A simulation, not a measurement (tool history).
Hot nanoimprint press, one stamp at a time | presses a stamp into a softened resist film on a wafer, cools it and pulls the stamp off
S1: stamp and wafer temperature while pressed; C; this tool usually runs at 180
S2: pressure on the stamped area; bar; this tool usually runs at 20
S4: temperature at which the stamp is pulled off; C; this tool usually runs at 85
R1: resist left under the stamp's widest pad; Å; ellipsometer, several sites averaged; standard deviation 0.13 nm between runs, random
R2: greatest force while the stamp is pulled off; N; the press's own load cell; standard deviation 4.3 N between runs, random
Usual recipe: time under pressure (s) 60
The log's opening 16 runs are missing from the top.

{"run": 17, "day": 5.746, "S1": 175, "S2": 16.4, "time under pressure (s)": 78, "S4": 85, "R1": 1119, "R2": 212}
{"run": 18, "day": 6.167, "S1": 175, "S2": 16.1, "time under pressure (s)": 36, "S4": 85, "R1": 1410, "R2": 211}
{"run": 19, "day": 6.4, "S1": 180, "S2": 20, "time under pressure (s)": 60, "S4": 70, "R1": 945, "R2": 242}
{"run": 20, "day": 6.862, "S1": 173, "S2": 20, "time under pressure (s)": 60, "S4": 85, "R1": 1209, "R2": 201}
{"run": 21, "day": 7.254, "S1": 184, "S2": 20, "time under pressure (s)": 60, "S4": 85, "R1": 811, "R2": 213}
{"run": 22, "day": 7.758, "S1": 184, "S2": 20, "time under pressure (s)": 60, "S4": 85, "R1": 813, "R2": 208}
{"run": 23, "day": 8.238, "S1": 184, "S2": 14.8, "time under pressure (s)": 35, "S4": 77, "R1": 1122, "R2": 225}
{"run": 24, "day": 8.579, "S1": 184, "S2": 14.8, "time under pressure (s)": 35, "S4": 77, "R1": 1124, "R2": 224}
{"run": 25, "day": 8.983, "S1": 180, "S2": 20, "time under pressure (s)": 93, "S4": 85, "R1": 794, "R2": 217}
{"run": 26, "day": 9.388, "S1": 180, "S2": 20, "time under pressure (s)": 93, "S4": 85, "R1": 795, "R2": 210}
{"run": 27, "day": 9.662, "S1": 186, "S2": 20.7, "time under pressure (s)": 87, "S4": 81, "R1": 635, "R2": 225}
{"run": 28, "day": 9.908, "S1": 180, "S2": 23.8, "time under pressure (s)": 60, "S4": 73, "R1": 875, "R2": 242}
{"run": 29, "day": 10.362, "S1": 180, "S2": 23.8, "time under pressure (s)": 60, "S4": 73, "R1": 874, "R2": 236}
{"run": 30, "day": 10.65, "S1": 180, "S2": 20, "time under pressure (s)": 55, "S4": 91, "R1": 977, "R2": 196}

Branching from run 30: 5 alternative next runs. What would each branch give?
{"run": "A", "day": 11.129, "S1": 172, "S2": 20, "time under pressure (s)": 31, "S4": 84, "R1": "?", "R2": "?"}
{"run": "B", "day": 11.129, "S1": 180, "S2": 20, "time under pressure (s)": 77, "S4": 79, "R1": "?", "R2": "?"}
{"run": "C", "day": 11.129, "S1": 175, "S2": 20, "time under pressure (s)": 80, "S4": 78, "R1": "?", "R2": "?"}
{"run": "D", "day": 11.129, "S1": 191, "S2": 20, "time under pressure (s)": 60, "S4": 92, "R1": "?", "R2": "?"}
{"run": "E", "day": 11.129, "S1": 189, "S2": 12.1, "time under pressure (s)": 60, "S4": 85, "R1": "?", "R2": "?"}

run=A R1=1486 R2=207
run=B R1=859 R2=232
run=C R1=1027 R2=230
run=D R1=624 R2=197
run=E R1=853 R2=214
What these runs would have given with no unlogged condition in the tool:
run=A R1=1487 R2=205
run=B R1=859 R2=230
run=C R1=1027 R2=229
run=D R1=624 R2=196
run=E R1=853 R2=212
